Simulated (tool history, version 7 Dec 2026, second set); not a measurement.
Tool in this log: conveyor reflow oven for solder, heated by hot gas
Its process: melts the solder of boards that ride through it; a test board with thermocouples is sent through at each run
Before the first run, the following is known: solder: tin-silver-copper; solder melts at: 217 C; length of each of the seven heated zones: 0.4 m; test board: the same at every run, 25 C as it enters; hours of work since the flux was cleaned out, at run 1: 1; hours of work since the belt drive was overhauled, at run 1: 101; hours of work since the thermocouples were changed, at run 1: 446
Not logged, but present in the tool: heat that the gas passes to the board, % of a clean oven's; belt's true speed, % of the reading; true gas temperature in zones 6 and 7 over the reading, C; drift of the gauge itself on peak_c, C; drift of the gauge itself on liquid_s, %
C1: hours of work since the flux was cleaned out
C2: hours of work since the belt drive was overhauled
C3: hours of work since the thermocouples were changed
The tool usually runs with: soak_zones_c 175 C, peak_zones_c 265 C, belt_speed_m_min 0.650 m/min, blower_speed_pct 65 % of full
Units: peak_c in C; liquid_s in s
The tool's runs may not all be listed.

run 1 day=0.000 | soak_zones_c=175 peak_zones_c=265 belt_speed_m_min=0.650 blower_speed_pct=65 | C1=1 C2=101 C3=446 | peak_c=252.0 liquid_s=56.2
run 2 day=0.950 | soak_zones_c=175 peak_zones_c=265 belt_speed_m_min=0.650 blower_speed_pct=65 | C1=10 C2=110 C3=456 | peak_c=252.0 liquid_s=56.4
run 3 day=1.629 | soak_zones_c=175 peak_zones_c=265 belt_speed_m_min=0.650 blower_speed_pct=65 | C1=17 C2=117 C3=462 | peak_c=252.0 liquid_s=56.1
run 4 day=2.596 | soak_zones_c=172 peak_zones_c=265 belt_speed_m_min=0.650 blower_speed_pct=65 | C1=27 C2=127 C3=472 | peak_c=251.6 liquid_s=54.8
run 5 day=4.175 | soak_zones_c=175 peak_zones_c=265 belt_speed_m_min=0.586 blower_speed_pct=65 | C1=43 C2=143 C3=488 | peak_c=254.9 liquid_s=65.0
run 6 day=5.629 | soak_zones_c=175 peak_zones_c=265 belt_speed_m_min=0.586 blower_speed_pct=65 | C1=58 C2=158 C3=503 | peak_c=255.1 liquid_s=65.1
run 7 day=6.675 | soak_zones_c=175 peak_zones_c=265 belt_speed_m_min=0.586 blower_speed_pct=65 | C1=68 C2=168 C3=513 | peak_c=254.5 liquid_s=65.1
run 8 day=7.854 | soak_zones_c=175 peak_zones_c=265 belt_speed_m_min=0.586 blower_speed_pct=65 | C1=80 C2=180 C3=525 | peak_c=254.6 liquid_s=64.8
run 9 day=9.279 | soak_zones_c=166 peak_zones_c=265 belt_speed_m_min=0.586 blower_speed_pct=65 | C1=95 C2=194 C3=540 | peak_c=253.2 liquid_s=61.0
run 10 day=10.246 | soak_zones_c=166 peak_zones_c=265 belt_speed_m_min=0.586 blower_speed_pct=65 | C1=104 C2=204 C3=550 | peak_c=253.4 liquid_s=61.0
run 11 day=11.133 | soak_zones_c=166 peak_zones_c=265 belt_speed_m_min=0.586 blower_speed_pct=65 | C1=113 C2=213 C3=559 | peak_c=253.1 liquid_s=60.7
run 12 day=12.675 | soak_zones_c=175 peak_zones_c=265 belt_speed_m_min=0.650 blower_speed_pct=65 | C1=129 C2=229 C3=574 | peak_c=251.7 liquid_s=55.8
run 13 day=14.254 | soak_zones_c=175 peak_zones_c=253 belt_speed_m_min=0.650 blower_speed_pct=65 | C1=145 C2=245 C3=590 | peak_c=240.9 liquid_s=47.3
run 14 day=15.496 | soak_zones_c=175 peak_zones_c=253 belt_speed_m_min=0.650 blower_speed_pct=65 | C1=157 C2=257 C3=603 | peak_c=241.0 liquid_s=47.2
run 15 day=16.667 | soak_zones_c=175 peak_zones_c=253 belt_speed_m_min=0.650 blower_speed_pct=65 | C1=169 C2=269 C3=614 | peak_c=241.0 liquid_s=47.0
run 16 day=17.929 | soak_zones_c=175 peak_zones_c=265 belt_speed_m_min=0.650 blower_speed_pct=65 | C1=182 C2=282 C3=627 | peak_c=251.4 liquid_s=55.6
-- day=19.546 thermocouples of zones 6 and 7 changed
run 17 day=19.662 | soak_zones_c=190 peak_zones_c=269 belt_speed_m_min=0.650 blower_speed_pct=66 | C1=199 C2=299 C3=1 | peak_c=256.1 liquid_s=64.4
run 18 day=20.742 | soak_zones_c=175 peak_zones_c=268 belt_speed_m_min=0.771 blower_speed_pct=50 | C1=210 C2=310 C3=12 | peak_c=241.0 liquid_s=36.2
run 19 day=22.121 | soak_zones_c=167 peak_zones_c=265 belt_speed_m_min=0.561 blower_speed_pct=79 | C1=224 C2=324 C3=26 | peak_c=255.3 liquid_s=66.8
run 20 day=23.217 | soak_zones_c=177 peak_zones_c=265 belt_speed_m_min=0.650 blower_speed_pct=65 | C1=235 C2=335 C3=37 | peak_c=250.1 liquid_s=55.3
run 21 day=24.546 | soak_zones_c=161 peak_zones_c=279 belt_speed_m_min=0.688 blower_speed_pct=53 | C1=248 C2=348 C3=51 | peak_c=253.2 liquid_s=47.8
-- day=25.983 flux residue cleaned out of gas plates and filters
run 22 day=26.304 | soak_zones_c=172 peak_zones_c=279 belt_speed_m_min=0.688 blower_speed_pct=53 | C1=3 C2=364 C3=66 | peak_c=257.4 liquid_s=54.1
run 23 day=27.392 | soak_zones_c=172 peak_zones_c=279 belt_speed_m_min=0.688 blower_speed_pct=53 | C1=14 C2=375 C3=77 | peak_c=257.3 liquid_s=54.3
run 24 day=28.154 | soak_zones_c=175 peak_zones_c=265 belt_speed_m_min=0.548 blower_speed_pct=65 | C1=22 C2=382 C3=85 | peak_c=255.7 liquid_s=71.5
run 25 day=29.088 | soak_zones_c=175 peak_zones_c=265 belt_speed_m_min=0.548 blower_speed_pct=65 | C1=31 C2=392 C3=94 | peak_c=256.0 liquid_s=71.1
run 26 day=29.908 | soak_zones_c=167 peak_zones_c=265 belt_speed_m_min=0.622 blower_speed_pct=78 | C1=40 C2=400 C3=103 | peak_c=254.4 liquid_s=59.1
run 27 day=30.933 | soak_zones_c=167 peak_zones_c=265 belt_speed_m_min=0.622 blower_speed_pct=78 | C1=50 C2=411 C3=113 | peak_c=254.4 liquid_s=59.3
run 28 day=31.871 | soak_zones_c=175 peak_zones_c=262 belt_speed_m_min=0.650 blower_speed_pct=65 | C1=60 C2=420 C3=123 | peak_c=248.9 liquid_s=53.9
run 29 day=32.600 | soak_zones_c=186 peak_zones_c=262 belt_speed_m_min=0.650 blower_speed_pct=69 | C1=67 C2=427 C3=130 | peak_c=251.2 liquid_s=60.3
run 30 day=34.067 | soak_zones_c=170 peak_zones_c=255 belt_speed_m_min=0.542 blower_speed_pct=69 | C1=82 C2=442 C3=145 | peak_c=246.7 liquid_s=63.9
run 31 day=35.296 | soak_zones_c=180 peak_zones_c=255 belt_speed_m_min=0.542 blower_speed_pct=52 | C1=94 C2=455 C3=157 | peak_c=244.5 liquid_s=64.3
run 32 day=36.217 | soak_zones_c=180 peak_zones_c=255 belt_speed_m_min=0.542 blower_speed_pct=52 | C1=104 C2=464 C3=167 | peak_c=244.3 liquid_s=64.1

Predict each of these 3 candidate next runs independently; none follows another, all start after run 32:
run A day=37.025 | soak_zones_c=186 peak_zones_c=254 belt_speed_m_min=0.650 blower_speed_pct=74 | C1=112 C2=472 C3=175 | peak_c=? liquid_s=?
run B day=37.025 | soak_zones_c=180 peak_zones_c=255 belt_speed_m_min=0.531 blower_speed_pct=66 | C1=112 C2=472 C3=175 | peak_c=? liquid_s=?
run C day=37.025 | soak_zones_c=186 peak_zones_c=265 belt_speed_m_min=0.633 blower_speed_pct=65 | C1=112 C2=472 C3=175 | peak_c=? liquid_s=?

run=A peak_c=244.9 liquid_s=56.7
run=B peak_c=247.6 liquid_s=70.0
run=C peak_c=253.6 liquid_s=63.6
Stripped of hidden state, with their random variation kept, the same runs would have yielded:
run=A peak_c=245.2 liquid_s=56.8
run=B peak_c=247.9 liquid_s=69.9
run=C peak_c=254.0 liquid_s=63.5

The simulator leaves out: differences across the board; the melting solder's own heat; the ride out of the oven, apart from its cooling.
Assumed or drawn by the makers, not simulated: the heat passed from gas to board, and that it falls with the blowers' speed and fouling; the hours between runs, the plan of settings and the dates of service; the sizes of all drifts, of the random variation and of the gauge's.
